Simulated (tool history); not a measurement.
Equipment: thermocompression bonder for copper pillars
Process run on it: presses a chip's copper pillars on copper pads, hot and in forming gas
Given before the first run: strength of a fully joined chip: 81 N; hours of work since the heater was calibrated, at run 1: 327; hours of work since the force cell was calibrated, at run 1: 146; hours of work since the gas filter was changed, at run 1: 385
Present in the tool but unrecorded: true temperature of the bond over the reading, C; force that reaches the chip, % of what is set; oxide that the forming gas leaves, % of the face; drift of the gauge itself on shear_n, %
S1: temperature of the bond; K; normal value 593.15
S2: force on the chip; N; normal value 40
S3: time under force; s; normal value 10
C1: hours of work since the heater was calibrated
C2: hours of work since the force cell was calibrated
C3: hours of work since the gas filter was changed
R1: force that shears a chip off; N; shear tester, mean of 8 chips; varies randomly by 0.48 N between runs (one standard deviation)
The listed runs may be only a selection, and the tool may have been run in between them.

| run | hour | S1 | S2 | S3 | C1 | C2 | C3 | R1 |
|---|---|---|---|---|---|---|---|---|
| 1 | 0 | 593.15 | 40 | 10 | 327 | 146 | 385 | 55.4 |
| 2 | 6.3 | 593.15 | 40 | 10 | 330 | 149 | 388 | 56 |
| 3 | 13.5 | 593.15 | 40 | 10 | 333 | 152 | 391 | 56 |
| 4 | 23.6 | 593.15 | 40 | 9 | 337 | 156 | 395 | 55.2 |
| 5 | 28.3 | 593.15 | 40 | 10 | 339 | 158 | 397 | 56 |
| 6 | 35.4 | 593.15 | 37 | 10 | 342 | 161 | 400 | 53.5 |
| 7 | 40.2 | 593.15 | 37 | 10 | 344 | 163 | 402 | 53.9 |
| 8 | 47.2 | 593.15 | 37 | 10 | 347 | 166 | 405 | 54.8 |
| 9 | 55.4 | 577.15 | 40 | 10 | 351 | 169 | 409 | 47.5 |
| 10 | 63.7 | 577.15 | 40 | 10 | 354 | 173 | 412 | 48 |
| 11 | 70.8 | 577.15 | 40 | 10 | 357 | 176 | 415 | 48.1 |
| 12 | 76.5 | 577.15 | 40 | 10 | 360 | 178 | 418 | 48.2 |
| 13 | 80.9 | 577.15 | 40 | 10 | 362 | 180 | 420 | 47.5 |
| 14 | 86.6 | 577.15 | 40 | 8 | 364 | 183 | 422 | 44.6 |
| 15 | 97.1 | 577.15 | 40 | 12 | 369 | 187 | 427 | 50.3 |
| 16 | 103.8 | 593.15 | 40 | 10 | 372 | 190 | 429 | 55.8 |
| 17 | 112.9 | 593.15 | 40 | 14 | 375 | 194 | 433 | 60.7 |
| 18 | 118.4 | 593.15 | 40 | 14 | 378 | 196 | 436 | 60.4 |
| 19 | 125.6 | 593.15 | 40 | 14 | 381 | 199 | 439 | 60.5 |
| 20 | 133.4 | 593.15 | 40 | 20 | 384 | 203 | 442 | 64.9 |
| 21 | 139.2 | 578.15 | 36 | 6 | 387 | 205 | 445 | 38.5 |
| 22 | 149.3 | 578.15 | 36 | 6 | 391 | 209 | 449 | 37.6 |
|  | 153.5 | forming gas filter changed |
| 23 | 157.2 | 593.15 | 35 | 16 | 394 | 212 | 2 | 61.2 |
| 24 | 167.1 | 593.15 | 40 | 7 | 398 | 217 | 6 | 53.7 |
| 25 | 174.8 | 602.15 | 40 | 10 | 402 | 220 | 9 | 63.3 |
| 26 | 185.6 | 573.15 | 40 | 29 | 406 | 225 | 14 | 62.9 |
| 27 | 190.9 | 617.15 | 48 | 13 | 408 | 227 | 16 | 75.3 |
| 28 | 197.8 | 586.15 | 34 | 10 | 411 | 230 | 19 | 49.7 |
| 29 | 203 | 593.15 | 31 | 22 | 414 | 232 | 21 | 61.1 |
| 30 | 207.7 | 575.15 | 58 | 10 | 415 | 234 | 23 | 60.8 |
| 31 | 216.1 | 614.15 | 26 | 11 | 419 | 238 | 27 | 56.5 |
| 32 | 225.1 | 593.15 | 28 | 17 | 423 | 241 | 30 | 55 |
| 33 | 231 | 592.15 | 40 | 10 | 425 | 244 | 33 | 58.2 |
| 34 | 237.2 | 593.15 | 45 | 14 | 428 | 246 | 36 | 66.3 |
| 35 | 243.6 | 569.15 | 50 | 15 | 431 | 249 | 38 | 59.2 |
| 36 | 253.7 | 593.15 | 40 | 16 | 435 | 254 | 43 | 65.1 |
| 37 | 263.1 | 593.15 | 40 | 16 | 439 | 258 | 47 | 65.1 |
| 38 | 270.8 | 593.15 | 40 | 16 | 442 | 261 | 50 | 65.5 |
| 39 | 278 | 593.15 | 40 | 16 | 445 | 264 | 53 | 65 |

How the hidden state differs across the entries between the runs, from the last listed run before each to the first after it:
Logged between run 22 and run 23: forming gas filter changed (hour 153.5)
  oxide that the forming gas leaves, % of the face: 5.75 -> 0.57
  measured minus no-state result, R1: -0.9 -> +1.1 N
